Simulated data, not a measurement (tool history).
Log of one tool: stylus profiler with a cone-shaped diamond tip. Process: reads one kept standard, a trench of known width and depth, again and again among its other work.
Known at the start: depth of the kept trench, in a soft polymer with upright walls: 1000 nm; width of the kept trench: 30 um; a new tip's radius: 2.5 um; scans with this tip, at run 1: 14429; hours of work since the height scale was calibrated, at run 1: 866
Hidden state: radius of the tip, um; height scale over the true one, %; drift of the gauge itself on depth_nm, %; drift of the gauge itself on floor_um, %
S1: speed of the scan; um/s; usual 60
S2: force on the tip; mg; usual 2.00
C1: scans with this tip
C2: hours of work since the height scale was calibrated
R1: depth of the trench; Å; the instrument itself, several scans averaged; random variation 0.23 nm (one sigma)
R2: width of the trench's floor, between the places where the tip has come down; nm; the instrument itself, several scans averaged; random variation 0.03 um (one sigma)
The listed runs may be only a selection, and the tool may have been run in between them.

run,hour,S1,S2,C1,C2,R1,R2
1,0.0,60,2.00,14429,866,10102.0,23610
2,117.8,60,2.00,14935,944,10096.2,23610
3,252.6,60,2.00,15514,1034,10094.1,23490
4,385.1,146,2.00,16083,1122,10092.5,22820
5,490.6,60,2.17,16536,1192,10094.6,23440
6,563.6,60,2.17,16849,1241,10092.3,23370
7,664.8,117,2.00,17284,1308,10086.3,22850
# hour 732.8: height scale calibrated on a step standard
8,750.6,60,1.80,17651,12,10122.3,23280
9,810.7,206,2.00,17909,52,10127.7,22160
10,930.0,206,2.00,18421,131,10131.2,22150
11,1064.3,206,1.39,18998,221,10094.8,21790
12,1159.9,206,1.39,19409,284,10091.7,21710
# hour 1228.2: new tip fitted, height scale calibrated
13,1288.9,17,1.39,261,40,10102.9,25790
14,1394.8,60,0.90,716,111,10076.7,25270
15,1531.0,17,0.90,1301,202,10064.8,25570
16,1589.2,17,0.90,1551,240,10072.3,25530
17,1683.1,17,0.90,1954,303,10066.6,25500
18,1805.1,60,2.00,2478,384,10118.6,25130
19,1907.5,60,2.00,2918,452,10113.5,25080
20,2021.2,60,2.00,3406,528,10111.1,25090
21,2083.2,75,2.00,3673,569,10114.1,24810
22,2174.4,75,2.00,4064,630,10103.9,24810
23,2267.4,16,2.00,4464,692,10105.0,25200
24,2385.6,182,0.78,4972,770,10042.0,23190
25,2500.3,166,1.69,5464,847,10083.4,23850
26,2611.9,60,1.02,5944,921,10049.6,24550
27,2679.0,60,1.02,6232,966,10048.6,24470
28,2751.1,60,0.83,6542,1014,10037.7,24350
29,2832.4,60,0.83,6891,1068,10029.1,24280
30,2896.4,60,0.83,7166,1110,10033.2,24300
31,3028.6,36,2.30,7733,1198,10096.6,24680
32,3162.5,36,2.00,8308,1287,10084.5,24590
# hour 3259.0: height scale calibrated on a step standard
33,3259.2,154,2.13,8722,0,10138.8,23680
34,3350.7,206,0.95,9115,61,10078.3,22540
35,3490.0,206,0.95,9713,154,10078.8,22440
36,3614.5,37,2.00,10248,237,10123.9,24300
37,3677.6,19,1.20,10519,279,10086.7,24320
38,3748.3,188,1.03,10822,326,10072.7,22560
39,3823.8,18,1.42,11147,376,10089.6,24240
40,3936.4,60,2.31,11630,451,10125.4,23930

Predict each of these 3 candidate next runs independently; none follows another, all start after run 40:
A,3996.4,108,2.00,11888,491,?,?
B,3996.4,143,2.58,11888,491,?,?
C,3996.4,33,1.18,11888,491,?,?

run,R1,R2
A,10112.5,23540
B,10139.9,23430
C,10076.9,24020
With the hidden condition removed and each run's random variation left untouched, the same runs would have given:
run,R1,R2
A,10128.0,25210
B,10155.4,25110
C,10092.3,25690
